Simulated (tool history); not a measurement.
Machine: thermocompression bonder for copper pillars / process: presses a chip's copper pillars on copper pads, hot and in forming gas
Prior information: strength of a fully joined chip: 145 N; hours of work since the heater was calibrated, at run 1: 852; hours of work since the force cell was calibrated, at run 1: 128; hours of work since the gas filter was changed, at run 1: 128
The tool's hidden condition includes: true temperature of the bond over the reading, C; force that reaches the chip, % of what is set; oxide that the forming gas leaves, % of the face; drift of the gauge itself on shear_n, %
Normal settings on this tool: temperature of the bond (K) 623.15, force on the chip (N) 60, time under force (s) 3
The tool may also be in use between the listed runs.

run,hour,temperature of the bond (K),force on the chip (N),time under force (s),hours of work since the heater was calibrated,hours of work since the force cell was calibrated,hours of work since the gas filter was changed,force that shears a chip off (N)
1,0.0,623.15,60,3,852,128,128,95.4
2,58.0,623.15,60,3,884,160,160,93.9
3,87.8,623.15,60,3,900,177,177,92.8
4,151.5,597.15,60,3,935,211,211,74.8
# hour 162.8: forming gas filter changed
5,192.9,605.15,60,3,957,234,16,88.2
6,242.6,623.15,45,3,984,261,44,80.3
7,302.3,623.15,45,3,1017,294,76,78.4
8,362.0,623.15,83,3,1050,326,109,115.2
9,409.4,623.15,60,3,1076,352,135,96.1
10,439.7,623.15,60,3,1092,369,152,92.5
11,495.3,623.15,60,3,1123,399,182,94.0
# hour 561.6: forming gas filter changed
12,561.6,623.15,60,3,1159,435,0,98.9
# hour 603.4: heater calibrated with a thermocouple chip
13,603.4,623.15,56,3,0,457,22,100.9
14,666.1,623.15,60,3,34,492,56,102.5
15,729.7,623.15,60,3,69,526,91,102.2
16,794.4,623.15,45,3,105,562,126,81.7
17,832.6,623.15,45,3,126,583,147,82.6
18,885.5,623.15,82,3,154,612,176,115.9
19,914.3,623.15,82,3,170,628,192,112.7
# hour 961.0: forming gas filter changed
20,971.8,623.15,82,3,201,659,6,123.7
21,1001.7,620.15,53,4,218,675,22,101.8
22,1050.5,624.15,66,5,245,702,49,121.1
23,1103.0,601.15,66,2,273,731,78,82.7
24,1144.5,601.15,66,2,296,753,101,81.9
25,1174.4,650.15,57,9,312,770,117,132.2
26,1238.3,650.15,77,4,347,805,152,128.0
27,1299.6,593.15,40,3,381,838,185,54.9
28,1349.0,646.15,87,4,408,865,213,128.0
# hour 1357.9: forming gas filter changed
29,1402.3,601.15,37,4,437,894,24,66.3
30,1439.8,605.15,47,2,458,915,45,65.0
31,1483.0,650.15,44,5,481,938,69,110.7
32,1546.2,620.15,64,2,516,973,103,92.8
33,1592.7,637.15,39,2,541,999,129,71.3
34,1640.6,623.15,60,2,568,1025,155,87.6
35,1672.2,623.15,74,3,585,1042,172,111.1
36,1714.2,607.15,60,3,608,1065,195,86.1
# hour 1758.0: forming gas filter changed
37,1761.2,607.15,50,3,633,1091,2,82.1
38,1799.7,623.15,68,5,654,1112,23,120.3
39,1856.3,623.15,68,5,685,1143,54,118.1

Here are 3 independent what-if runs from the current tool condition. What would each one return?
A,1911.4,614.15,45,3,716,1173,84,?
B,1911.4,596.15,67,8,716,1173,84,?
C,1911.4,641.15,62,4,716,1173,84,?

run,force that shears a chip off (N)
A,76.9
B,113.5
C,120.0
With no hidden state in the tool, these same runs would have given:
run,force that shears a chip off (N)
A,81.9
B,119.6
C,125.6

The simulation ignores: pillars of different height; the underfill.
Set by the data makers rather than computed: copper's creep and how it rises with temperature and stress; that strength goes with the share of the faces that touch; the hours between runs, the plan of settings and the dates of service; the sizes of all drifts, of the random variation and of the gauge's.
